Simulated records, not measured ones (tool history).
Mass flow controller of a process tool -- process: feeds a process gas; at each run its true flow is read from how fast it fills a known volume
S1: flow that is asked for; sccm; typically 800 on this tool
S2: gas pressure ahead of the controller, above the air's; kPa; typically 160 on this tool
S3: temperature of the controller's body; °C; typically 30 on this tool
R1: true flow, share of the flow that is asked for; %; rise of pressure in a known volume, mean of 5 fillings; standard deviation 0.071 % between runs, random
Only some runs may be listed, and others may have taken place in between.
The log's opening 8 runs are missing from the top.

{"run": 9, "hour": 1294.5, "S1": 800, "S2": 259, "S3": 30, "R1": 99.6}
{"run": 10, "hour": 1515.6, "S1": 800, "S2": 160, "S3": 29, "R1": 100.44}
{"run": 11, "hour": 1625.4, "S1": 800, "S2": 160, "S3": 30, "R1": 100.34}
{"run": 12, "hour": 1801.0, "S1": 800, "S2": 231, "S3": 30, "R1": 100.03}
{"run": 13, "hour": 2042.6, "S1": 148, "S2": 160, "S3": 30, "R1": 99.63}
{"run": 14, "hour": 2168.4, "S1": 148, "S2": 160, "S3": 30, "R1": 99.69}
{"run": 15, "hour": 2279.2, "S1": 148, "S2": 160, "S3": 30, "R1": 99.76}
{"run": 16, "hour": 2523.3, "S1": 148, "S2": 160, "S3": 30, "R1": 99.64}
{"run": 17, "hour": 2700.7, "S1": 800, "S2": 160, "S3": 40, "R1": 100.3}
{"run": 18, "hour": 2906.9, "S1": 800, "S2": 160, "S3": 40, "R1": 100.36}
{"run": 19, "hour": 3096.9, "S1": 800, "S2": 160, "S3": 40, "R1": 100.49}
{"run": 20, "hour": 3326.5, "S1": 966, "S2": 268, "S3": 34, "R1": 100.3}
{"run": 21, "hour": 3447.8, "S1": 966, "S2": 268, "S3": 35, "R1": 100.32}

Run 22 has not been measured yet. What should we expect?
{"run": 22, "hour": 3659.3, "S1": 966, "S2": 268, "S3": 35, "R1": "?"}

For run 22 the tool returned R1 100.40 %.
Without the tool's hidden state the same run would have given R1 99.06 %.
